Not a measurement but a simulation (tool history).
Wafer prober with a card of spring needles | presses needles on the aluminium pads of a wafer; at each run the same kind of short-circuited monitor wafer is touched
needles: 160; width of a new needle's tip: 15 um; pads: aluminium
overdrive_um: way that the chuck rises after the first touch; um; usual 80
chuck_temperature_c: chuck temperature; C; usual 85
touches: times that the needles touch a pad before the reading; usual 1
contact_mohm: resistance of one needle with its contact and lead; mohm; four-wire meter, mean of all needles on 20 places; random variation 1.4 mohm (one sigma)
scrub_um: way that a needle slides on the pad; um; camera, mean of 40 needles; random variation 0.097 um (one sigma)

| run | day | overdrive_um | chuck_temperature_c | touches | contact_mohm | scrub_um |
|---|---|---|---|---|---|---|
| 1 | 0.000 | 80 | 85 | 1 | 128 | 11.04 |
| 2 | 1.508 | 80 | 85 | 1 | 134 | 10.99 |
| 3 | 2.367 | 80 | 85 | 1 | 132 | 10.87 |
| 4 | 3.654 | 80 | 85 | 1 | 130 | 10.92 |
| 5 | 5.204 | 80 | 85 | 1 | 129 | 10.75 |
| 6 | 6.312 | 80 | 85 | 2 | 132 | 10.93 |
| 7 | 7.229 | 80 | 36 | 2 | 123 | 10.76 |
| 8 | 8.442 | 80 | 85 | 1 | 130 | 10.70 |
| 9 | 9.762 | 80 | 85 | 1 | 129 | 10.68 |
| 10 | 10.404 | 80 | 85 | 1 | 132 | 10.99 |
| 11 | 11.488 | 80 | 85 | 1 | 134 | 10.73 |
| 12 | 12.850 | 80 | 85 | 1 | 128 | 10.92 |
| 13 | 14.142 | 83 | 36 | 1 | 123 | 11.37 |
| 14 | 15.375 | 70 | 108 | 1 | 134 | 9.66 |
| 15 | 16.208 | 80 | 92 | 1 | 132 | 10.88 |
| 16 | 17.200 | 80 | 92 | 1 | 130 | 11.03 |
| 17 | 17.946 | 69 | 54 | 3 | 127 | 9.30 |
| 18 | 19.258 | 80 | 85 | 2 | 133 | 10.91 |
| 19 | 19.888 | 64 | 109 | 3 | 135 | 8.68 |
| 20 | 20.829 | 64 | 109 | 3 | 136 | 8.73 |
| 21 | 21.492 | 79 | 71 | 1 | 127 | 10.82 |
| 22 | 22.538 | 79 | 71 | 1 | 128 | 10.90 |
| 23 | 23.721 | 67 | 45 | 2 | 126 | 9.19 |

Not shown: 119 entries that the log had between the listed runs. Between which runs, and how does the tool's hidden state differ before and after?
Between runs 1 and 2: tips cleaned on abrasive film (day 0.096); tips cleaned on abrasive film (day 0.283); tips cleaned on abrasive film (day 0.471); tips cleaned on abrasive film (day 0.658); tips cleaned on abrasive film (day 0.846); tips cleaned on abrasive film (day 1.029); tips cleaned on abrasive film (day 1.217); tips cleaned on abrasive film (day 1.404)
  debris on the tips, nm: 3.2 -> 3.1; way that the needles fall short of the set height, um: 0.03 -> 0.04
Between runs 2 and 3: tips cleaned on abrasive film (day 1.604); tips cleaned on abrasive film (day 1.792); tips cleaned on abrasive film (day 1.979); tips cleaned on abrasive film (day 2.167); tips cleaned on abrasive film (day 2.354)
  debris on the tips, nm: 3.1 -> 0.9; way that the needles fall short of the set height, um: 0.04 -> 0.05; tips' diameter, um: 15.09 -> 15.1
Between runs 3 and 4: tips cleaned on abrasive film (day 2.554); tips cleaned on abrasive film (day 2.788); tips cleaned on abrasive film (day 2.975); tips cleaned on abrasive film (day 3.204); tips cleaned on abrasive film (day 3.392); tips cleaned on abrasive film (day 3.625)
  debris on the tips, nm: 0.9 -> 1.2; way that the needles fall short of the set height, um: 0.05 -> 0.07
Between runs 4 and 5: tips cleaned on abrasive film (day 3.842); tips cleaned on abrasive film (day 4.071); tips cleaned on abrasive film (day 4.258); tips cleaned on abrasive film (day 4.492); tips cleaned on abrasive film (day 4.725); tips cleaned on abrasive film (day 4.912); tips cleaned on abrasive film (day 5.146)
  debris on the tips, nm: 1.2 -> 2.2; way that the needles fall short of the set height, um: 0.07 -> 0.08; tips' diameter, um: 15.1 -> 15.11
Between runs 5 and 6: tips cleaned on abrasive film (day 5.346); tips cleaned on abrasive film (day 5.579); tips cleaned on abrasive film (day 5.767); tips cleaned on abrasive film (day 5.954); tips cleaned on abrasive film (day 6.188)
  debris on the tips, nm: 2.2 -> 3.6; way that the needles fall short of the set height, um: 0.08 -> 0.1
Between runs 6 and 7: tips cleaned on abrasive film (day 6.408); tips cleaned on abrasive film (day 6.596); tips cleaned on abrasive film (day 6.783); tips cleaned on abrasive film (day 6.971); tips cleaned on abrasive film (day 7.200)
  debris on the tips, nm: 3.6 -> 1.2; way that the needles fall short of the set height, um: 0.1 -> 0.11; tips' diameter, um: 15.11 -> 15.12
Between runs 7 and 8: tips cleaned on abrasive film (day 7.417); tips cleaned on abrasive film (day 7.604); tips cleaned on abrasive film (day 7.792); tips cleaned on abrasive film (day 7.979); tips cleaned on abrasive film (day 8.212); tips cleaned on abrasive film (day 8.400)
  debris on the tips, nm: 1.2 -> 2; way that the needles fall short of the set height, um: 0.11 -> 0.12
Between runs 8 and 9: tips cleaned on abrasive film (day 8.629); tips cleaned on abrasive film (day 8.817); tips cleaned on abrasive film (day 9.000); tips cleaned on abrasive film (day 9.188); tips cleaned on abrasive film (day 9.375); tips cleaned on abrasive film (day 9.562); tips cleaned on abrasive film (day 9.750)
  debris on the tips, nm: 2 -> 0.9; way that the needles fall short of the set height, um: 0.12 -> 0.14; tips' diameter, um: 15.12 -> 15.13
Between runs 9 and 10: tips cleaned on abrasive film (day 9.950); tips cleaned on abrasive film (day 10.138); tips cleaned on abrasive film (day 10.371)
  debris on the tips, nm: 0.9 -> 1.5
Between runs 10 and 11: tips cleaned on abrasive film (day 10.588); tips cleaned on abrasive film (day 10.775); tips cleaned on abrasive film (day 10.962); tips cleaned on abrasive film (day 11.150); tips cleaned on abrasive film (day 11.338)
  debris on the tips, nm: 1.5 -> 4.2; way that the needles fall short of the set height, um: 0.14 -> 0.15
Between runs 11 and 12: tips cleaned on abrasive film (day 11.538); tips cleaned on abrasive film (day 11.725); tips cleaned on abrasive film (day 11.912); tips cleaned on abrasive film (day 12.100); tips cleaned on abrasive film (day 12.333); tips cleaned on abrasive film (day 12.567); tips cleaned on abrasive film (day 12.750)
  debris on the tips, nm: 4.2 -> 3.1; way that the needles fall short of the set height, um: 0.15 -> 0.17; tips' diameter, um: 15.13 -> 15.14
Between runs 12 and 13: tips cleaned on abrasive film (day 12.946); tips cleaned on abrasive film (day 13.133); tips cleaned on abrasive film (day 13.362); tips cleaned on abrasive film (day 13.550); tips cleaned on abrasive film (day 13.738); tips cleaned on abrasive film (day 13.925); tips cleaned on abrasive film (day 14.142)
  debris on the tips, nm: 3.1 -> 0.2; way that the needles fall short of the set height, um: 0.17 -> 0.18
Between runs 13 and 14: tips cleaned on abrasive film (day 14.325); tips cleaned on abrasive film (day 14.558); tips cleaned on abrasive film (day 14.746); tips cleaned on abrasive film (day 14.933); tips cleaned on abrasive film (day 15.167); tips cleaned on abrasive film (day 15.354)
  debris on the tips, nm: 0.2 -> 1.1; way that the needles fall short of the set height, um: 0.18 -> 0.19; tips' diameter, um: 15.14 -> 15.15
Between runs 14 and 15: tips cleaned on abrasive film (day 15.562); tips cleaned on abrasive film (day 15.746); tips cleaned on abrasive film (day 15.933); tips cleaned on abrasive film (day 16.121)
  debris on the tips, nm: 1.1 -> 2.9; way that the needles fall short of the set height, um: 0.19 -> 0.2
Between runs 15 and 16: tips cleaned on abrasive film (day 16.350); tips cleaned on abrasive film (day 16.538); tips cleaned on abrasive film (day 16.725); tips cleaned on abrasive film (day 16.912); tips cleaned on abrasive film (day 17.100)
  debris on the tips, nm: 2.9 -> 3.3; way that the needles fall short of the set height, um: 0.2 -> 0.22
Between runs 16 and 17: tips cleaned on abrasive film (day 17.296); tips cleaned on abrasive film (day 17.483); tips cleaned on abrasive film (day 17.671); tips cleaned on abrasive film (day 17.904)
  debris on the tips, nm: 3.3 -> 1.8; way that the needles fall short of the set height, um: 0.22 -> 0.23; tips' diameter, um: 15.15 -> 15.16
Between runs 17 and 18: height of the first contact set anew (day 18.096); tips cleaned on abrasive film (day 18.146); tips cleaned on abrasive film (day 18.333); tips cleaned on abrasive film (day 18.521); tips cleaned on abrasive film (day 18.708); tips cleaned on abrasive film (day 18.892); tips cleaned on abrasive film (day 19.079)
  debris on the tips, nm: 1.8 -> 4.4; way that the needles fall short of the set height, um: 0.23 -> 0.01
Between runs 18 and 19: tips cleaned on abrasive film (day 19.308); tips cleaned on abrasive film (day 19.542); tips cleaned on abrasive film (day 19.729)
  debris on the tips, nm: 4.4 -> 4.2; way that the needles fall short of the set height, um: 0.01 -> 0.02; tips' diameter, um: 15.16 -> 15.17
Between runs 19 and 20: tips cleaned on abrasive film (day 19.938); tips cleaned on abrasive film (day 20.125); tips cleaned on abrasive film (day 20.358); tips cleaned on abrasive film (day 20.546); tips cleaned on abrasive film (day 20.775)
  debris on the tips, nm: 4.2 -> 2.1; way that the needles fall short of the set height, um: 0.02 -> 0.03
Between runs 20 and 21: tips cleaned on abrasive film (day 20.971); tips cleaned on abrasive film (day 21.158); tips cleaned on abrasive film (day 21.346)
  debris on the tips, nm: 2.1 -> 3.8; way that the needles fall short of the set height, um: 0.03 -> 0.04
Between runs 21 and 22: tips cleaned on abrasive film (day 21.542); tips cleaned on abrasive film (day 21.729); tips cleaned on abrasive film (day 21.962); tips cleaned on abrasive film (day 22.196); tips cleaned on abrasive film (day 22.379)
  debris on the tips, nm: 3.8 -> 3.9; way that the needles fall short of the set height, um: 0.04 -> 0.05; tips' diameter, um: 15.17 -> 15.18
Between runs 22 and 23: tips cleaned on abrasive film (day 22.588); tips cleaned on abrasive film (day 22.775); tips cleaned on abrasive film (day 22.962); tips cleaned on abrasive film (day 23.150); tips cleaned on abrasive film (day 23.338); tips cleaned on abrasive film (day 23.571)
  debris on the tips, nm: 3.9 -> 4.1; way that the needles fall short of the set height, um: 0.05 -> 0.06
